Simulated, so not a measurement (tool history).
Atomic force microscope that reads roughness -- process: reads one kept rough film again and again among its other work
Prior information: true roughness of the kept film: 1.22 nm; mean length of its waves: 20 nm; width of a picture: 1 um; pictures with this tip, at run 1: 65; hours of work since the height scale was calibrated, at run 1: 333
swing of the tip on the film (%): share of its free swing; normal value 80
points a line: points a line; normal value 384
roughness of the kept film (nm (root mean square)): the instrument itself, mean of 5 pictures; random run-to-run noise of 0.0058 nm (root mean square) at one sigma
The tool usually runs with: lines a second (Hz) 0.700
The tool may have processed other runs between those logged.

| run | day | lines a second (Hz) | swing of the tip on the film (%) | points a line | pictures with this tip | hours of work since the height scale was calibrated | roughness of the kept film (nm (root mean square)) |
|---|---|---|---|---|---|---|---|
| 1 | 0.000 | 0.700 | 80 | 384 | 65 | 333 | 0.987 |
| 2 | 0.421 | 0.700 | 80 | 384 | 80 | 341 | 0.979 |
| 3 | 0.721 | 0.700 | 70 | 384 | 91 | 346 | 0.979 |
| 4 | 1.254 | 0.700 | 80 | 492 | 110 | 356 | 0.953 |
| 5 | 1.771 | 0.700 | 80 | 492 | 129 | 365 | 0.937 |
| 6 | 2.067 | 1.553 | 80 | 384 | 139 | 370 | 0.844 |
|  | 2.517 | new tip fitted |
| 7 | 2.629 | 1.553 | 80 | 384 | 4 | 380 | 0.973 |
| 8 | 3.062 | 0.700 | 80 | 431 | 19 | 388 | 1.039 |
| 9 | 3.600 | 0.700 | 81 | 384 | 38 | 398 | 1.013 |
| 10 | 4.112 | 0.700 | 81 | 384 | 57 | 407 | 0.999 |
| 11 | 4.550 | 1.289 | 61 | 925 | 72 | 415 | 1.021 |
| 12 | 5.038 | 3.668 | 61 | 410 | 90 | 424 | 0.924 |
| 13 | 5.429 | 2.119 | 79 | 558 | 104 | 431 | 0.851 |
| 14 | 5.796 | 0.709 | 79 | 558 | 117 | 437 | 0.955 |
|  | 5.875 | height scale calibrated on a step standard |
| 15 | 6.229 | 2.731 | 59 | 300 | 131 | 6 | 0.914 |
| 16 | 6.538 | 2.731 | 59 | 300 | 142 | 12 | 0.905 |
|  | 6.925 | new tip fitted |
| 17 | 7.075 | 0.700 | 69 | 384 | 6 | 21 | 1.086 |
| 18 | 7.338 | 3.259 | 63 | 384 | 15 | 26 | 0.982 |

Expected results for the next run?
|  | 7.592 | height scale calibrated on a step standard, once more |
| 19 | 7.708 | 2.104 | 70 | 573 | 27 | 2 | ? |

Run 19 produced roughness of the kept film (nm (root mean square)) 0.979.
With no hidden state in the tool, this same run would have given roughness of the kept film (nm (root mean square)) 1.007.
